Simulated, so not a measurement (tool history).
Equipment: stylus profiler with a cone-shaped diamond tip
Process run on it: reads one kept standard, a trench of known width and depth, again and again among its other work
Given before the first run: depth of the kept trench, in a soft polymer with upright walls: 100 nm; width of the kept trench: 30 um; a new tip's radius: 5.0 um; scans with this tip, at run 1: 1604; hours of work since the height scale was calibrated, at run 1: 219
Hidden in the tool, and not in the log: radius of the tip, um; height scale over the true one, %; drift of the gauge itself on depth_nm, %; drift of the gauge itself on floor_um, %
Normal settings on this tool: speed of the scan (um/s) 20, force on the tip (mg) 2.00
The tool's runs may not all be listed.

run,day,speed of the scan (um/s),force on the tip (mg),scans with this tip,hours of work since the height scale was calibrated,depth of the trench (angstrom),width of the trench's floor (µm)
1,0.000,20,2.00,1604,219,1009.7,27.94
2,1.679,70,2.00,1733,237,1009.6,27.75
3,3.738,70,2.00,1890,258,1009.4,27.84
4,5.879,78,2.00,2054,281,1009.6,27.80
5,7.458,20,2.00,2175,297,1009.6,27.85
6,8.938,20,2.00,2288,313,1009.6,27.92
7,11.242,13,2.00,2464,337,1009.4,27.90
8,13.562,13,1.99,2642,361,1009.3,27.93
9,15.788,6,2.00,2812,384,1009.1,27.92
10,16.846,6,2.00,2893,395,1009.1,27.88
11,19.029,58,2.00,3060,418,1008.9,27.74
12,21.250,58,2.00,3230,441,1008.8,27.75
13,22.833,58,2.00,3351,458,1008.7,27.75
14,25.121,58,2.00,3526,482,1008.7,27.73
15,26.175,69,2.00,3606,493,1008.9,27.71
16,28.458,69,2.00,3781,517,1008.5,27.70
17,29.704,20,1.71,3876,530,1007.3,27.85
18,32.104,20,1.71,4060,555,1007.5,27.79
19,33.288,20,1.71,4150,567,1007.4,27.81
20,34.808,20,1.71,4266,583,1007.3,27.80
21,37.192,20,3.78,4449,608,1013.7,27.86
22,38.567,20,2.00,4554,622,1008.6,27.82
23,39.854,20,2.55,4652,636,1009.9,27.83
24,41.167,20,2.55,4753,650,1010.3,27.80
25,42.942,22,3.67,4889,668,1013.4,27.81
26,44.354,26,2.00,4997,683,1008.2,27.80
27,46.054,11,3.71,5127,701,1013.3,27.76
28,48.246,11,3.71,5294,724,1013.2,27.85
29,49.612,11,3.71,5399,738,1013.2,27.85
30,50.667,6,1.07,5479,749,1004.4,27.85
31,52.717,6,1.07,5636,770,1004.5,27.83
32,55.133,74,3.20,5821,796,1011.6,27.73
33,56.658,74,3.20,5938,812,1011.7,27.69
34,57.875,7,0.69,6030,824,1002.6,27.83
35,59.092,8,3.00,6124,837,1010.7,27.83
36,60.492,52,1.53,6231,852,1005.9,27.69
37,62.117,13,1.03,6355,869,1004.0,27.83
38,63.238,13,1.03,6441,880,1003.8,27.79
39,65.317,9,3.58,6600,902,1012.5,27.76
40,66.725,9,3.58,6707,917,1012.1,27.87
41,69.117,22,1.32,6890,942,1004.9,27.79
42,70.475,22,1.32,6994,956,1004.9,27.74
# day 71.704: height scale calibrated on a step standard
43,72.196,52,1.91,7124,5,1009.9,27.65
44,74.171,52,1.91,7275,26,1009.7,27.66
45,75.846,52,1.91,7403,43,1010.0,27.61
46,77.225,8,4.30,7509,58,1017.0,27.73

Below, some changes in depth of the trench (angstrom) between adjacent runs. For each, the amount present without the hidden state too (settings, incoming material, random variation) and the amount remaining for the hidden state with gauge scatter not shared by both compared results:
Run 3 -> 4: speed of the scan (um/s) 70 -> 78. depth of the trench (angstrom) +0.2: hidden state -0.1, all else +0.3.
Run 29 -> 30: speed of the scan (um/s) 11 -> 6, force on the tip (mg) 3.71 -> 1.07. depth of the trench (angstrom) -8.8: hidden state -0.1, all else -8.7.
Run 32 -> 33: nothing adjusted, nothing logged. depth of the trench (angstrom) +0.1: hidden state -0.2, all else +0.3.
Run 33 -> 34: speed of the scan (um/s) 74 -> 7, force on the tip (mg) 3.20 -> 0.69. depth of the trench (angstrom) -9.1: hidden state +0.1, all else -9.2.
Run 38 -> 39: speed of the scan (um/s) 13 -> 9, force on the tip (mg) 1.03 -> 3.58. depth of the trench (angstrom) +8.7: hidden state -0.1, all else +8.8.
Run 42 -> 43: speed of the scan (um/s) 22 -> 52, force on the tip (mg) 1.32 -> 1.91, height scale calibrated on a step standard. depth of the trench (angstrom) +5.0: hidden state +2.8, all else +2.2.
